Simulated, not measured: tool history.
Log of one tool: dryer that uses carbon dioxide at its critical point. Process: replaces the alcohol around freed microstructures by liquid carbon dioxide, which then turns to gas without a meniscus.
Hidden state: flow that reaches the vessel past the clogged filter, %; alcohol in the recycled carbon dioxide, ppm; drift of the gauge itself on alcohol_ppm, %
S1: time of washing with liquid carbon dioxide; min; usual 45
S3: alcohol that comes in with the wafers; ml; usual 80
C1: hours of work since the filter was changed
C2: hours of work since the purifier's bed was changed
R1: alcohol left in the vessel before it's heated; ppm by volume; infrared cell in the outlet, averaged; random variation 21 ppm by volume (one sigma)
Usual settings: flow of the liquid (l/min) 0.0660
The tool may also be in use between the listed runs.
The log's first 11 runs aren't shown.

Run 12, hour 483.9: usual settings; C1 247; C2 409. Result: R1 2867 ppm by volume.
At hour 529.2: inlet filter changed.
Run 13, hour 538.6: usual settings but S3 78 ml; C1 5; C2 435. Result: R1 1538 ppm by volume.
Run 14, hour 577.8: usual settings but S3 78 ml; C1 24; C2 455. Result: R1 1599 ppm by volume.
Run 15, hour 627.5: usual settings but S3 78 ml; C1 48; C2 479. Result: R1 1725 ppm by volume.
Run 16, hour 667.9: usual settings; C1 68; C2 499. Result: R1 1876 ppm by volume.
Run 17, hour 708.4: usual settings; C1 88; C2 519. Result: R1 1949 ppm by volume.
Run 18, hour 735.5: usual settings; C1 101; C2 532. Result: R1 2012 ppm by volume.
Run 19, hour 791.7: usual settings but S3 120 ml; C1 129; C2 559. Result: R1 3186 ppm by volume.
Run 20, hour 820.7: usual settings but S3 120 ml; C1 143; C2 574. Result: R1 3407 ppm by volume.
Run 21, hour 846.4: usual settings but S1 30 min, S3 120 ml; C1 155; C2 586. Result: R1 13649 ppm by volume.
Run 22, hour 874.3: usual settings but flow of the liquid (l/min) 0.0476; C1 169; C2 600. Result: R1 7112 ppm by volume.
Run 23, hour 908.2: usual settings but S1 55 min, flow of the liquid (l/min) 0.0906, S3 27 ml; C1 186; C2 617. Result: R1 240 ppm by volume.
Run 24, hour 950.5: usual settings but S1 53 min, flow of the liquid (l/min) 0.0789; C1 206; C2 637. Result: R1 678 ppm by volume.
Run 25, hour 1004.3: usual settings but S1 53 min, flow of the liquid (l/min) 0.0789; C1 233; C2 664. Result: R1 741 ppm by volume.
Run 26, hour 1031.6: usual settings but S1 47 min; C1 246; C2 677. Result: R1 2602 ppm by volume.
At hour 1076.5: inlet filter changed.
Run 27, hour 1089.3: usual settings but S1 58 min, flow of the liquid (l/min) 0.0703; C1 6; C2 705. Result: R1 486 ppm by volume.

Forecast run 28:
Run 28, hour 1144.1: usual settings but S1 32 min, flow of the liquid (l/min) 0.0523, S3 23 ml; C1 33; C2 732. Result: R1 ?.

Run 28 gave R1 3421 ppm by volume.
Without the tool's hidden state the same run would have given R1 3020 ppm by volume.
